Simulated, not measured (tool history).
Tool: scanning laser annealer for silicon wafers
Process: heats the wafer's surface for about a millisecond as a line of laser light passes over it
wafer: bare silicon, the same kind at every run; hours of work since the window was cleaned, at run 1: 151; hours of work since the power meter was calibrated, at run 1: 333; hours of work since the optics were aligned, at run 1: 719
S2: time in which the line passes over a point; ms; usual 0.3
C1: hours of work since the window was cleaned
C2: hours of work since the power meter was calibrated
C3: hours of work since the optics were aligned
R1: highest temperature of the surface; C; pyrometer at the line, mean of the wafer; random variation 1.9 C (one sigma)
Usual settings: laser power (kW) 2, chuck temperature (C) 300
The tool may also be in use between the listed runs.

{"run": 1, "hour": 0.0, "laser power (kW)": 2, "S2": 0.3, "chuck temperature (C)": 300, "C1": 151, "C2": 333, "C3": 719, "R1": 1143}
{"run": 2, "hour": 23.5, "laser power (kW)": 2, "S2": 0.3, "chuck temperature (C)": 300, "C1": 165, "C2": 348, "C3": 734, "R1": 1148}
{"run": 3, "hour": 44.5, "laser power (kW)": 2, "S2": 0.3, "chuck temperature (C)": 300, "C1": 178, "C2": 361, "C3": 747, "R1": 1145}
{"run": 4, "hour": 68.5, "laser power (kW)": 2, "S2": 0.3, "chuck temperature (C)": 300, "C1": 193, "C2": 376, "C3": 762, "R1": 1145}
{"run": 5, "hour": 85.3, "laser power (kW)": 2, "S2": 0.3, "chuck temperature (C)": 300, "C1": 204, "C2": 386, "C3": 773, "R1": 1145}
{"run": 6, "hour": 98.8, "laser power (kW)": 2, "S2": 0.311, "chuck temperature (C)": 300, "C1": 212, "C2": 395, "C3": 781, "R1": 1166}
{"run": 7, "hour": 121.8, "laser power (kW)": 2, "S2": 0.311, "chuck temperature (C)": 300, "C1": 227, "C2": 409, "C3": 795, "R1": 1164}
{"run": 8, "hour": 142.4, "laser power (kW)": 2, "S2": 0.311, "chuck temperature (C)": 300, "C1": 240, "C2": 422, "C3": 808, "R1": 1167}
{"run": 9, "hour": 155.5, "laser power (kW)": 2, "S2": 0.311, "chuck temperature (C)": 300, "C1": 248, "C2": 430, "C3": 816, "R1": 1165}
{"run": 10, "hour": 167.7, "laser power (kW)": 2, "S2": 0.311, "chuck temperature (C)": 300, "C1": 255, "C2": 438, "C3": 824, "R1": 1159}
{"run": 11, "hour": 190.8, "laser power (kW)": 2.184, "S2": 0.3, "chuck temperature (C)": 300, "C1": 270, "C2": 452, "C3": 838, "R1": 1241}
{"run": 12, "hour": 209.5, "laser power (kW)": 2.184, "S2": 0.3, "chuck temperature (C)": 300, "C1": 281, "C2": 464, "C3": 850, "R1": 1242}
{"run": 13, "hour": 228.5, "laser power (kW)": 2, "S2": 0.3, "chuck temperature (C)": 283, "C1": 293, "C2": 476, "C3": 862, "R1": 1128}
{"run": 14, "hour": 248.3, "laser power (kW)": 2, "S2": 0.3, "chuck temperature (C)": 283, "C1": 306, "C2": 488, "C3": 874, "R1": 1125}
{"run": 15, "hour": 275.8, "laser power (kW)": 2, "S2": 0.3, "chuck temperature (C)": 283, "C1": 323, "C2": 505, "C3": 892, "R1": 1127}
{"run": 16, "hour": 292.7, "laser power (kW)": 1.789, "S2": 0.3, "chuck temperature (C)": 300, "C1": 333, "C2": 516, "C3": 902, "R1": 1034}
{"run": 17, "hour": 305.7, "laser power (kW)": 2, "S2": 0.3, "chuck temperature (C)": 300, "C1": 341, "C2": 524, "C3": 910, "R1": 1144}
{"run": 18, "hour": 326.6, "laser power (kW)": 2, "S2": 0.3, "chuck temperature (C)": 300, "C1": 354, "C2": 537, "C3": 923, "R1": 1146}
{"run": 19, "hour": 353.0, "laser power (kW)": 2, "S2": 0.3, "chuck temperature (C)": 300, "C1": 371, "C2": 553, "C3": 940, "R1": 1146}
{"run": 20, "hour": 373.2, "laser power (kW)": 2, "S2": 0.3, "chuck temperature (C)": 300, "C1": 384, "C2": 566, "C3": 952, "R1": 1142}
{"run": 21, "hour": 391.6, "laser power (kW)": 2, "S2": 0.3, "chuck temperature (C)": 300, "C1": 395, "C2": 578, "C3": 964, "R1": 1144}
{"run": 22, "hour": 406.1, "laser power (kW)": 1.802, "S2": 0.296, "chuck temperature (C)": 271, "C1": 404, "C2": 587, "C3": 973, "R1": 1008}
{"run": 23, "hour": 433.1, "laser power (kW)": 2, "S2": 0.345, "chuck temperature (C)": 300, "C1": 421, "C2": 603, "C3": 990, "R1": 1218}
{"run": 24, "hour": 447.0, "laser power (kW)": 2, "S2": 0.225, "chuck temperature (C)": 300, "C1": 430, "C2": 612, "C3": 998, "R1": 1013}
{"run": 25, "hour": 470.9, "laser power (kW)": 2, "S2": 0.225, "chuck temperature (C)": 300, "C1": 445, "C2": 627, "C3": 1013, "R1": 1016}
{"run": 26, "hour": 490.0, "laser power (kW)": 2.14, "S2": 0.289, "chuck temperature (C)": 310, "C1": 456, "C2": 639, "C3": 1025, "R1": 1210}
{"run": 27, "hour": 508.6, "laser power (kW)": 1.866, "S2": 0.3, "chuck temperature (C)": 279, "C1": 468, "C2": 651, "C3": 1037, "R1": 1051}
{"run": 28, "hour": 525.2, "laser power (kW)": 1.866, "S2": 0.3, "chuck temperature (C)": 279, "C1": 478, "C2": 661, "C3": 1047, "R1": 1054}
{"run": 29, "hour": 538.2, "laser power (kW)": 1.866, "S2": 0.3, "chuck temperature (C)": 279, "C1": 486, "C2": 669, "C3": 1055, "R1": 1055}
{"run": 30, "hour": 552.5, "laser power (kW)": 1.866, "S2": 0.3, "chuck temperature (C)": 279, "C1": 495, "C2": 678, "C3": 1064, "R1": 1054}
{"run": 31, "hour": 564.9, "laser power (kW)": 2.17, "S2": 0.247, "chuck temperature (C)": 323, "C1": 503, "C2": 686, "C3": 1072, "R1": 1157}
{"run": 32, "hour": 586.3, "laser power (kW)": 2.158, "S2": 0.3, "chuck temperature (C)": 306, "C1": 517, "C2": 699, "C3": 1085, "R1": 1235}
{"run": 33, "hour": 599.6, "laser power (kW)": 2.158, "S2": 0.3, "chuck temperature (C)": 306, "C1": 525, "C2": 707, "C3": 1094, "R1": 1234}
{"run": 34, "hour": 621.6, "laser power (kW)": 1.731, "S2": 0.3, "chuck temperature (C)": 300, "C1": 539, "C2": 721, "C3": 1107, "R1": 1004}
{"run": 35, "hour": 646.6, "laser power (kW)": 2.075, "S2": 0.239, "chuck temperature (C)": 286, "C1": 554, "C2": 737, "C3": 1123, "R1": 1067}
{"run": 36, "hour": 673.8, "laser power (kW)": 2.075, "S2": 0.239, "chuck temperature (C)": 286, "C1": 571, "C2": 754, "C3": 1140, "R1": 1061}
{"run": 37, "hour": 700.7, "laser power (kW)": 2.053, "S2": 0.333, "chuck temperature (C)": 275, "C1": 588, "C2": 770, "C3": 1157, "R1": 1202}

The next listed run, before its measurement:
{"run": 38, "hour": 713.6, "laser power (kW)": 2.053, "S2": 0.333, "chuck temperature (C)": 275, "C1": 596, "C2": 779, "C3": 1165, "R1": "?"}

R1: 1203 C
Without the tool's hidden state the same run would have given R1 1204 C.
